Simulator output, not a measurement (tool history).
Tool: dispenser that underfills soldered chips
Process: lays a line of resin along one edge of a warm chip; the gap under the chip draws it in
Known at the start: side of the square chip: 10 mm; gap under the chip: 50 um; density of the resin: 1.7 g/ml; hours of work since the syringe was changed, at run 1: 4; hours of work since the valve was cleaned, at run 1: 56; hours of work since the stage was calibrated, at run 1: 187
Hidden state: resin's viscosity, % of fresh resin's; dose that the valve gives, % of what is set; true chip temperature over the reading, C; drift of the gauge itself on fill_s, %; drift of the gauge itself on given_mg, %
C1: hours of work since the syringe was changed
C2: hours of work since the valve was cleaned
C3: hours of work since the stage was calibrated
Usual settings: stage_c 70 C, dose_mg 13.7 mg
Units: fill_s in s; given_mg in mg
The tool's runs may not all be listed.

{"run": 1, "hour": 0.0, "stage_c": 70, "dose_mg": 13.7, "C1": 4, "C2": 56, "C3": 187, "fill_s": 223.5, "given_mg": 13.47}
{"hour": 2.0, "done": "new syringe of resin"}
{"run": 2, "hour": 8.0, "stage_c": 70, "dose_mg": 13.7, "C1": 5, "C2": 63, "C3": 193, "fill_s": 240.1, "given_mg": 13.51}
{"hour": 8.9, "done": "new syringe of resin"}
{"run": 3, "hour": 14.2, "stage_c": 68, "dose_mg": 13.7, "C1": 4, "C2": 67, "C3": 198, "fill_s": 249.7, "given_mg": 13.43}
{"hour": 16.0, "done": "new syringe of resin"}
{"run": 4, "hour": 18.6, "stage_c": 70, "dose_mg": 15.6, "C1": 2, "C2": 70, "C3": 201, "fill_s": 197.1, "given_mg": 15.23}
{"run": 5, "hour": 22.4, "stage_c": 70, "dose_mg": 16.2, "C1": 5, "C2": 73, "C3": 204, "fill_s": 245, "given_mg": 15.85}
{"hour": 23.1, "done": "new syringe of resin"}
{"run": 6, "hour": 27.6, "stage_c": 70, "dose_mg": 12.6, "C1": 4, "C2": 77, "C3": 208, "fill_s": 220, "given_mg": 12.21}
{"hour": 30.1, "done": "new syringe of resin"}
{"run": 7, "hour": 34.3, "stage_c": 70, "dose_mg": 12.6, "C1": 3, "C2": 82, "C3": 213, "fill_s": 223.5, "given_mg": 12.22}
{"hour": 37.1, "done": "new syringe of resin"}
{"run": 8, "hour": 41.9, "stage_c": 78, "dose_mg": 13.7, "C1": 4, "C2": 88, "C3": 219, "fill_s": 156.1, "given_mg": 13.31}
{"hour": 43.8, "done": "new syringe of resin"}
{"hour": 46.9, "done": "dispensing valve cleaned and set on the balance"}
{"run": 9, "hour": 48.8, "stage_c": 78, "dose_mg": 13.7, "C1": 3, "C2": 1, "C3": 223, "fill_s": 145.4, "given_mg": 13.68}
{"hour": 51.6, "done": "new syringe of resin"}
{"run": 10, "hour": 53.7, "stage_c": 70, "dose_mg": 13.7, "C1": 2, "C2": 5, "C3": 227, "fill_s": 192.1, "given_mg": 13.66}
{"run": 11, "hour": 57.3, "stage_c": 70, "dose_mg": 13.9, "C1": 4, "C2": 8, "C3": 230, "fill_s": 231.4, "given_mg": 13.77}
{"hour": 58.6, "done": "new syringe of resin"}
{"run": 12, "hour": 64.1, "stage_c": 70, "dose_mg": 13.9, "C1": 4, "C2": 13, "C3": 235, "fill_s": 231.3, "given_mg": 13.86}
{"hour": 65.4, "done": "new syringe of resin"}
{"run": 13, "hour": 70.0, "stage_c": 70, "dose_mg": 13.9, "C1": 4, "C2": 17, "C3": 239, "fill_s": 223.6, "given_mg": 13.7}
{"hour": 72.5, "done": "new syringe of resin"}
{"run": 14, "hour": 77.2, "stage_c": 82, "dose_mg": 13.7, "C1": 4, "C2": 23, "C3": 245, "fill_s": 128.4, "given_mg": 13.55}
{"hour": 79.4, "done": "new syringe of resin"}
{"run": 15, "hour": 84.3, "stage_c": 76, "dose_mg": 11.8, "C1": 4, "C2": 28, "C3": 250, "fill_s": 178.2, "given_mg": 11.64}
{"hour": 86.1, "done": "new syringe of resin"}
{"run": 16, "hour": 87.9, "stage_c": 76, "dose_mg": 11.8, "C1": 1, "C2": 31, "C3": 253, "fill_s": 143.1, "given_mg": 11.68}
{"hour": 92.8, "done": "new syringe of resin"}
{"run": 17, "hour": 93.0, "stage_c": 82, "dose_mg": 15.6, "C1": 0, "C2": 35, "C3": 257, "fill_s": 98.3, "given_mg": 15.4}
{"run": 18, "hour": 97.6, "stage_c": 74, "dose_mg": 11.8, "C1": 4, "C2": 38, "C3": 260, "fill_s": 187.4, "given_mg": 11.63}
{"hour": 99.6, "done": "new syringe of resin"}
{"run": 19, "hour": 101.7, "stage_c": 70, "dose_mg": 14.7, "C1": 2, "C2": 41, "C3": 263, "fill_s": 186.3, "given_mg": 14.44}
{"hour": 106.4, "done": "new syringe of resin"}
{"run": 20, "hour": 108.4, "stage_c": 71, "dose_mg": 11.6, "C1": 2, "C2": 46, "C3": 268, "fill_s": 184.5, "given_mg": 11.42}
{"hour": 113.1, "done": "new syringe of resin"}
{"run": 21, "hour": 113.5, "stage_c": 71, "dose_mg": 11.6, "C1": 0, "C2": 50, "C3": 272, "fill_s": 169.6, "given_mg": 11.36}
{"hour": 119.9, "done": "new syringe of resin"}
{"run": 22, "hour": 120.8, "stage_c": 71, "dose_mg": 11.6, "C1": 1, "C2": 56, "C3": 278, "fill_s": 175.2, "given_mg": 11.36}
{"run": 23, "hour": 124.5, "stage_c": 73, "dose_mg": 13.5, "C1": 4, "C2": 58, "C3": 280, "fill_s": 191.4, "given_mg": 13.12}
{"hour": 126.8, "done": "new syringe of resin"}
{"run": 24, "hour": 129.9, "stage_c": 57, "dose_mg": 13.5, "C1": 2, "C2": 62, "C3": 284, "fill_s": 363.2, "given_mg": 13.19}
{"hour": 133.5, "done": "new syringe of resin"}
{"run": 25, "hour": 134.0, "stage_c": 64, "dose_mg": 15.3, "C1": 0, "C2": 65, "C3": 287, "fill_s": 224.2, "given_mg": 14.89}
{"run": 26, "hour": 137.3, "stage_c": 59, "dose_mg": 13.7, "C1": 3, "C2": 68, "C3": 290, "fill_s": 351.7, "given_mg": 13.33}
{"hour": 140.3, "done": "new syringe of resin"}
{"run": 27, "hour": 142.9, "stage_c": 68, "dose_mg": 11.9, "C1": 2, "C2": 72, "C3": 294, "fill_s": 221.7, "given_mg": 11.51}

Forecast each of these 4 alternatives for the next run:
{"run": "A", "hour": 146.1, "stage_c": 78, "dose_mg": 13.5, "C1": 5, "C2": 75, "C3": 297, "fill_s": "?", "given_mg": "?"}
{"run": "B", "hour": 146.1, "stage_c": 82, "dose_mg": 13.7, "C1": 5, "C2": 75, "C3": 297, "fill_s": "?", "given_mg": "?"}
{"run": "C", "hour": 146.1, "stage_c": 56, "dose_mg": 11.9, "C1": 5, "C2": 75, "C3": 297, "fill_s": "?", "given_mg": "?"}
{"run": "D", "hour": 146.1, "stage_c": 77, "dose_mg": 15.7, "C1": 5, "C2": 75, "C3": 297, "fill_s": "?", "given_mg": "?"}

run=A fill_s=164.8 given_mg=13.1
run=B fill_s=135 given_mg=13.27
run=C fill_s=471.7 given_mg=11.52
run=D fill_s=166.3 given_mg=15.21
Without the tool's hidden state the same runs would have given:
run=A fill_s=123.7 given_mg=13.5
run=B fill_s=101.2 given_mg=13.68
run=C fill_s=355.3 given_mg=11.87
run=D fill_s=125.1 given_mg=15.68
